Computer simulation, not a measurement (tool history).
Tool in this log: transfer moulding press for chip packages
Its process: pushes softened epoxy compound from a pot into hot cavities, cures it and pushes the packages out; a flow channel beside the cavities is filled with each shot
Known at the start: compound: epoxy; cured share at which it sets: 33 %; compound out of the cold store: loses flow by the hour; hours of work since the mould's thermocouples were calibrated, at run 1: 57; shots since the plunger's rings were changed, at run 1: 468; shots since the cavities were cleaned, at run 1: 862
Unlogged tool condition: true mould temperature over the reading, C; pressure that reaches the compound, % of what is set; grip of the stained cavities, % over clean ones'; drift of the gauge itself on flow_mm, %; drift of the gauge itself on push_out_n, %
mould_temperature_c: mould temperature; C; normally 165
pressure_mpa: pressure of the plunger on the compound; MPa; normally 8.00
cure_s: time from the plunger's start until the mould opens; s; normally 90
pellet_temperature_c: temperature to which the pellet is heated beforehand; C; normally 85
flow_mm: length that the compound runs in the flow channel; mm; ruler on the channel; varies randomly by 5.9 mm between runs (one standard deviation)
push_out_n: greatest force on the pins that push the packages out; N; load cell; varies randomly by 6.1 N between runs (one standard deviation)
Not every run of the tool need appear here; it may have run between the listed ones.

run    day  mould_temperature_c  pressure_mpa  cure_s  pellet_temperature_c  hours of work since the mould's thermocouples were calibrated  shots since the plunger's rings were changed  shots since the cavities were cleaned  incoming compound's hours out of the cold store  flow_mm  push_out_n
  1  0.000                  165          8.00      90                    85                                                             57                                           468                                    862                                             10.6      781         260
  2  0.375                  165          8.00      90                    85                                                             61                                           559                                    953                                             28.5      705         248
  3  0.746                  165          8.00      90                    85                                                             66                                           649                                   1043                                             45.5      626         229
  4  1.238                  165          8.00      90                    85                                                             71                                           767                                   1161                                             44.5      617         240
     1.425  -- cavities cleaned with cleaning compound and waxed
  5  1.829                  165          8.00      90                    85                                                             77                                           895                                     98                                             46.1      622         241
  6  2.250                  165          8.00      90                    85                                                             82                                           997                                    200                                             43.2      626         232
  7  2.571                  165          6.26      90                    85                                                             86                                          1075                                    278                                              8.6      696         262
  8  3.012                  165          6.26      90                    85                                                             91                                          1181                                    384                                             43.3      560         233
  9  3.238                  165          6.26      90                    85                                                             94                                          1236                                    439                                             40.9      577         228
 10  3.625                  165          6.26      90                    85                                                             98                                          1330                                    533                                             47.3      537         231
 11  4.033                  165          6.26      90                    85                                                            103                                          1428                                    631                                             14.1      674         258
 12  4.558                  165          6.26      90                    85                                                            109                                          1556                                    759                                             22.6      637         252

Predict the results of run 13:
 13  5.083                  165          8.00     103                    85                                                            115                                          1683                                    886                                             41.9        ?           ?

Run 13 yielded flow_mm 641 mm, push_out_n 184 N.
The same run, on a tool lacking any hidden state, would have yielded flow_mm 641 mm, push_out_n 182 N.
